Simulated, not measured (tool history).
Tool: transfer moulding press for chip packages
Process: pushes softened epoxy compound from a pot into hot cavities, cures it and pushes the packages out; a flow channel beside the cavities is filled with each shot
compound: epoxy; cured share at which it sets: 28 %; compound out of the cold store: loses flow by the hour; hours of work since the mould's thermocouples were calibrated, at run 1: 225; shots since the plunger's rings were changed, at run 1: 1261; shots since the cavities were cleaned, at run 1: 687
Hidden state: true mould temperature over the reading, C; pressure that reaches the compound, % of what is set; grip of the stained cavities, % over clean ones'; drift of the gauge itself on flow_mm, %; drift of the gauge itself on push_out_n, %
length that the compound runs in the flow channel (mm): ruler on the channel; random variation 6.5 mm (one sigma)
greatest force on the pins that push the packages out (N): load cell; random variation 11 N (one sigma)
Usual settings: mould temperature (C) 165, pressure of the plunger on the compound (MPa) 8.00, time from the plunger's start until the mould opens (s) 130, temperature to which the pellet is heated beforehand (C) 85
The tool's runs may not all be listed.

run	hour	mould temperature (C)	pressure of the plunger on the compound (MPa)	time from the plunger's start until the mould opens (s)	temperature to which the pellet is heated beforehand (C)	hours of work since the mould's thermocouples were calibrated	shots since the plunger's rings were changed	shots since the cavities were cleaned	incoming compound's hours out of the cold store	length that the compound runs in the flow channel (mm)	greatest force on the pins that push the packages out (N)
1	0.0	165	8.00	130	85	225	1261	687	45.3	732	508
# hour 7.0: cavities cleaned with cleaning compound and waxed
2	10.0	165	8.00	130	85	230	1331	24	41.9	731	528
3	22.9	165	8.00	130	85	238	1438	131	39.3	744	525
4	37.1	165	8.00	130	85	246	1555	248	28.0	780	537
5	45.4	165	8.00	130	93	251	1624	317	47.7	700	511
6	58.7	165	8.00	130	93	259	1734	427	47.2	714	503
7	69.2	165	8.00	130	93	266	1821	514	40.8	743	514
8	82.2	165	8.00	130	93	274	1928	621	42.9	725	496
9	90.0	165	8.00	130	93	278	1993	686	14.2	848	540
# hour 97.7: cavities cleaned with cleaning compound and waxed
10	103.7	165	8.00	130	78	286	2094	50	42.0	749	531
11	110.5	165	8.00	130	85	290	2150	106	18.6	825	522
12	117.1	165	8.00	130	85	294	2205	161	33.7	764	510
13	124.1	165	9.04	130	85	298	2263	219	28.3	847	535
14	137.0	165	8.00	130	85	306	2369	325	41.4	738	509
15	151.5	168	8.00	151	85	315	2490	446	9.1	849	451
16	164.3	168	8.00	151	85	322	2595	551	29.2	759	417
17	176.5	168	8.00	151	85	330	2696	652	30.1	773	406
18	184.7	168	8.00	122	85	335	2764	720	10.5	850	510
# hour 188.4: cavities cleaned with cleaning compound and waxed
# hour 194.2: mould's thermocouples calibrated
19	200.1	168	8.00	122	85	4	2863	81	45.0	717	475
20	212.9	171	8.00	130	85	11	2968	186	39.4	716	441
21	223.1	171	8.00	118	81	18	3052	270	8.3	849	495
22	231.7	171	8.00	118	81	23	3124	342	40.8	713	454
23	238.8	171	8.00	141	88	27	3182	400	22.6	781	431
24	250.1	171	8.00	141	88	34	3276	494	26.4	757	424
25	257.7	167	9.63	154	82	39	3338	556	34.0	838	419
26	269.0	165	9.36	145	88	45	3432	650	8.3	940	499
# hour 280.3: cavities cleaned with cleaning compound and waxed
27	283.1	165	7.77	146	88	53	3536	23	35.6	741	457
28	295.0	165	7.77	146	88	60	3635	122	22.7	793	467

Forecast each of these 3 alternatives for the next run:
A	302.4	157	8.00	151	85	65	3696	183	36.1	?	?
B	302.4	165	8.00	130	86	65	3696	183	13.5	?	?
C	302.4	165	6.59	141	85	65	3696	183	17.8	?	?

run	length that the compound runs in the flow channel (mm)	greatest force on the pins that push the packages out (N)
A	805	688
B	853	514
C	752	479
Without the tool's hidden state the same runs would have given:
run	length that the compound runs in the flow channel (mm)	greatest force on the pins that push the packages out (N)
A	805	686
B	854	512
C	753	478

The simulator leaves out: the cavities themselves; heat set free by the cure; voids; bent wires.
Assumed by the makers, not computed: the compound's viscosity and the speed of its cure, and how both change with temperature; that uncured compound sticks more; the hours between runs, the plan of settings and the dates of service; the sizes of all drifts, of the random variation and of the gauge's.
